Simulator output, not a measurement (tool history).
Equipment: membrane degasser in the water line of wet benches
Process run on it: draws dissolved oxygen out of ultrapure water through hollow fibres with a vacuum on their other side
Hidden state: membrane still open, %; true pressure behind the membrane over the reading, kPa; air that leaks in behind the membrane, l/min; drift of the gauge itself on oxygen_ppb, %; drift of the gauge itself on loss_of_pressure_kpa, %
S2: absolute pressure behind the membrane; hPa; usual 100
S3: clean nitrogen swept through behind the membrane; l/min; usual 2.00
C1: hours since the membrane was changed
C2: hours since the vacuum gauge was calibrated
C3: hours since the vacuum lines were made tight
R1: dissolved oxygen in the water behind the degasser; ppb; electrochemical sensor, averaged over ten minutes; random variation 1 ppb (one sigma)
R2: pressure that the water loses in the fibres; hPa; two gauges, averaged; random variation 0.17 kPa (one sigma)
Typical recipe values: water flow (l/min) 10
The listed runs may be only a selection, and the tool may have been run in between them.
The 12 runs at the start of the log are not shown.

run 13 hour=1790.7 | water_flow_(l/min)=10 S2=111 S3=2.00 | C1=8567 C2=517 C3=4491 | R1=112.3 R2=294.2
run 14 hour=1905.9 | water_flow_(l/min)=10 S2=111 S3=2.00 | C1=8682 C2=633 C3=4606 | R1=110.2 R2=297.6
run 15 hour=2033.9 | water_flow_(l/min)=10 S2=111 S3=2.00 | C1=8810 C2=761 C3=4734 | R1=110.5 R2=296.8
run 16 hour=2212.0 | water_flow_(l/min)=10 S2=111 S3=2.00 | C1=8988 C2=939 C3=4912 | R1=110.3 R2=296.4
run 17 hour=2325.8 | water_flow_(l/min)=7 S2=100 S3=2.00 | C1=9102 C2=1053 C3=5026 | R1=65.8 R2=209.8
run 18 hour=2497.7 | water_flow_(l/min)=8 S2=105 S3=1.86 | C1=9274 C2=1224 C3=5198 | R1=85.6 R2=237.9
run 19 hour=2626.4 | water_flow_(l/min)=8 S2=105 S3=1.05 | C1=9403 C2=1353 C3=5326 | R1=142.4 R2=239.2
run 20 hour=2743.3 | water_flow_(l/min)=8 S2=105 S3=1.05 | C1=9519 C2=1470 C3=5443 | R1=139.6 R2=238.8
run 21 hour=2867.0 | water_flow_(l/min)=8 S2=105 S3=1.05 | C1=9643 C2=1594 C3=5567 | R1=140.9 R2=241.1
run 22 hour=3006.8 | water_flow_(l/min)=8 S2=110 S3=3.61 | C1=9783 C2=1733 C3=5707 | R1=52.5 R2=237.1
run 23 hour=3140.6 | water_flow_(l/min)=10 S2=125 S3=1.24 | C1=9917 C2=1867 C3=5841 | R1=190.8 R2=297.0
run 24 hour=3264.5 | water_flow_(l/min)=10 S2=125 S3=1.24 | C1=10041 C2=1991 C3=5964 | R1=191.3 R2=297.0
run 25 hour=3373.5 | water_flow_(l/min)=10 S2=182 S3=4.23 | C1=10150 C2=2100 C3=6073 | R1=102.1 R2=295.7
run 26 hour=3548.9 | water_flow_(l/min)=10 S2=182 S3=4.23 | C1=10325 C2=2276 C3=6249 | R1=100.7 R2=297.0
run 27 hour=3652.3 | water_flow_(l/min)=13 S2=233 S3=2.00 | C1=10428 C2=2379 C3=6352 | R1=327.8 R2=383.5
run 28 hour=3803.5 | water_flow_(l/min)=10 S2=100 S3=3.85 | C1=10580 C2=2530 C3=6503 | R1=58.1 R2=297.4
-- hour=3835.4 membrane cartridge changed
run 29 hour=3967.3 | water_flow_(l/min)=9 S2=120 S3=0.85 | C1=132 C2=2690 C3=6663 | R1=226.2 R2=269.7
run 30 hour=4073.8 | water_flow_(l/min)=12 S2=102 S3=1.53 | C1=238 C2=2797 C3=6770 | R1=153.6 R2=352.8
run 31 hour=4209.2 | water_flow_(l/min)=12 S2=102 S3=1.53 | C1=374 C2=2932 C3=6905 | R1=151.0 R2=356.1
run 32 hour=4368.9 | water_flow_(l/min)=10 S2=174 S3=1.25 | C1=534 C2=3092 C3=7065 | R1=279.7 R2=294.5
run 33 hour=4471.2 | water_flow_(l/min)=10 S2=174 S3=1.25 | C1=636 C2=3194 C3=7167 | R1=281.8 R2=299.1

Here are 3 independent what-if runs from the current tool condition. What would each one return?
run A hour=4631.1 | water_flow_(l/min)=10 S2=174 S3=2.52 | C1=796 C2=3354 C3=7327 | R1=? R2=?
run B hour=4631.1 | water_flow_(l/min)=9 S2=235 S3=1.34 | C1=796 C2=3354 C3=7327 | R1=? R2=?
run C hour=4631.1 | water_flow_(l/min)=7 S2=166 S3=2.10 | C1=796 C2=3354 C3=7327 | R1=? R2=?

run=A R1=154.0 R2=299.9
run=B R1=329.0 R2=268.0
run=C R1=116.7 R2=210.0
Had the tool no hidden state, the same runs would have come out as:
run=A R1=153.8 R2=299.8
run=B R1=328.8 R2=267.9
run=C R1=116.6 R2=210.0
